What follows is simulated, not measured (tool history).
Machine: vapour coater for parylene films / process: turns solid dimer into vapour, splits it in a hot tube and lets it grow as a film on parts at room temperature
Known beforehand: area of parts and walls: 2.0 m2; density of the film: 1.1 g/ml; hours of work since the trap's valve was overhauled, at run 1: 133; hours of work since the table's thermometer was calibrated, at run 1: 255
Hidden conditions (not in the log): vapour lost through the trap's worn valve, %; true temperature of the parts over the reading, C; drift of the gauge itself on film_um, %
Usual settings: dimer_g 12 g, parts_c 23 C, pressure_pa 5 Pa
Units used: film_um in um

run,hour,dimer_g,parts_c,pressure_pa,hours of work since the trap's valve was overhauled,hours of work since the table's thermometer was calibrated,film_um
1,0,12,23,5,133,255,2.91
2,62.7,12,23,2.39,176,298,3.5
3,116.6,12,23,2.39,213,335,3.49
# hour 167.7: trap's valve overhauled
4,205.8,12,23,2.39,26,393,3.52
5,242.6,12,23,2.39,51,419,3.52
6,289,12,23,2.39,83,450,3.45
7,359.3,12,23,2.39,132,499,3.48
8,434.7,12,23,2.39,183,551,3.55
9,490.9,12,23,2.39,222,589,3.5
# hour 528.3: trap's valve overhauled
10,552.9,12,23,2.39,17,629,3.43
11,629,8,23,5,69,681,1.95
12,698.7,8,23,5,117,729,1.96
13,749.8,8,23,5,152,764,1.96
14,802.9,12,23,5,189,801,2.93
15,839.1,12,23,5,214,826,2.95
# hour 889.6: trap's valve overhauled
16,929.4,12,23,5,27,885,2.94
17,985.6,12,23,5,66,924,2.93
18,1032.4,12,23,5,98,956,2.95
19,1083.8,12,23,3.57,133,991,3.16
20,1149.3,22,23,5,178,1036,5.34
21,1214.5,12,17,5,223,1081,3.76
# hour 1249.4: trap's valve overhauled
22,1272.1,9,23,5,16,1118,2.2
23,1330.2,8,23,5,55,1158,1.95
24,1403.8,12,34,5,106,1208,1.85
25,1457.4,12,34,5,143,1245,1.83
26,1493.8,11,18,2.04,168,1270,4.1
27,1568.4,18,23,6.84,219,1321,4.12
# hour 1610.1: trap's valve overhauled
28,1630.9,12,31,5,14,1361,2.07
29,1702.3,12,31,5,63,1411,2.08
30,1774.7,12,31,5,113,1460,2.09
31,1823.6,8,31,5,147,1494,1.39
32,1884.4,12,23,2.38,189,1536,3.55
33,1930.6,6,20,4.65,220,1567,1.69
# hour 1971.3: trap's valve overhauled
34,1976.3,6,20,4.65,3,1596,1.66
35,2048.4,15,20,5.23,53,1646,4.1
36,2096.3,18,17,6.25,86,1678,5.44
37,2171.1,9,32,3.84,137,1730,1.63
38,2215.4,9,19,5,168,1760,2.58
39,2268.5,12,23,6.25,204,1797,2.76
# hour 2332.5: trap's valve overhauled
40,2351.2,12,23,2.44,13,1851,3.47
41,2435.6,14,25,2.02,71,1909,3.95
42,2504.1,14,18,5.97,118,1956,4.03
43,2576.3,15,15,5,168,2006,5.08
# hour 2622.4: table's thermometer calibrated
44,2643.2,15,15,5,213,14,5.11
# hour 2693.8: trap's valve overhauled
45,2721,15,31,5,19,65,2.56
46,2796.3,9,18,9.35,70,117,2.36

Branching from run 46: 3 alternative next runs. What would each branch give?
A,2869.4,19,23,5,121,167,?
B,2869.4,21,18,5.39,121,167,?
C,2869.4,5,20,6.73,121,167,?

run,film_um
A,4.62
B,6.23
C,1.29
Without the tool's hidden state the same runs would have given:
run,film_um
A,4.63
B,6.25
C,1.29
